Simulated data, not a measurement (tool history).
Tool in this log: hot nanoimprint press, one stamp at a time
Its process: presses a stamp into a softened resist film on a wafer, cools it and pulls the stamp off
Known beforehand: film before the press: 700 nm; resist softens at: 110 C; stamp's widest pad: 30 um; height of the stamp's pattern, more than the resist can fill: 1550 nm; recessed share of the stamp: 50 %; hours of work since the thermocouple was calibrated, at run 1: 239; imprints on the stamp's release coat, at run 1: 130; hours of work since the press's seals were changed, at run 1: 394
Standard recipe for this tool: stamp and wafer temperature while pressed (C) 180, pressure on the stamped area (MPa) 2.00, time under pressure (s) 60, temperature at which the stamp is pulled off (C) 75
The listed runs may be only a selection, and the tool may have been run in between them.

| run | day | stamp and wafer temperature while pressed (C) | pressure on the stamped area (MPa) | time under pressure (s) | temperature at which the stamp is pulled off (C) | hours of work since the thermocouple was calibrated | imprints on the stamp's release coat | hours of work since the press's seals were changed | resist left under the stamp's widest pad (angstrom) | greatest force while the stamp is pulled off (N) |
|---|---|---|---|---|---|---|---|---|---|---|
| 1 | 0.000 | 180 | 2.00 | 60 | 75 | 239 | 130 | 394 | 3659 | 144 |
| 2 | 0.625 | 180 | 2.00 | 60 | 75 | 249 | 189 | 404 | 3668 | 150 |
| 3 | 1.038 | 180 | 2.00 | 60 | 75 | 255 | 229 | 410 | 3675 | 150 |
| 4 | 1.492 | 180 | 2.00 | 60 | 75 | 262 | 273 | 418 | 3657 | 150 |
| 5 | 1.796 | 180 | 2.00 | 60 | 75 | 267 | 302 | 422 | 3691 | 148 |
| 6 | 2.183 | 180 | 2.00 | 60 | 75 | 273 | 339 | 429 | 3691 | 145 |
| 7 | 2.500 | 180 | 1.28 | 60 | 75 | 278 | 369 | 433 | 4261 | 148 |
| 8 | 2.933 | 180 | 1.28 | 60 | 68 | 285 | 411 | 440 | 4305 | 177 |
| 9 | 3.425 | 180 | 2.00 | 60 | 75 | 293 | 458 | 448 | 3708 | 150 |
| 10 | 3.921 | 180 | 1.37 | 60 | 81 | 300 | 505 | 456 | 4197 | 131 |
| 11 | 4.517 | 183 | 1.33 | 78 | 81 | 310 | 562 | 465 | 3609 | 131 |
| 12 | 4.829 | 183 | 1.33 | 78 | 81 | 315 | 592 | 470 | 3605 | 126 |
| 13 | 5.208 | 180 | 2.84 | 63 | 78 | 321 | 629 | 476 | 3125 | 137 |
| 14 | 5.804 | 180 | 2.84 | 66 | 67 | 330 | 686 | 485 | 3092 | 176 |
| 15 | 6.175 | 180 | 2.00 | 32 | 75 | 336 | 721 | 491 | 4480 | 150 |
|  | 6.721 | plate thermocouple calibrated |
| 16 | 6.738 | 184 | 1.32 | 66 | 77 | 0 | 763 | 498 | 3737 | 142 |
| 17 | 7.192 | 176 | 2.48 | 39 | 77 | 7 | 807 | 505 | 4392 | 144 |

For each entry between runs, how does the tool's hidden state at the last listed run before it compare with that at the first listed run after it?
Run 15 -> run 16: plate thermocouple calibrated (day 6.721)
  true temperature over the reading, C: -0.04 -> 0; pressure that arrives at the usual setting, %: 99.92 -> 99.91; grip of the stamp's worn release coat, % over a new coat's: 0.7 -> 0.8
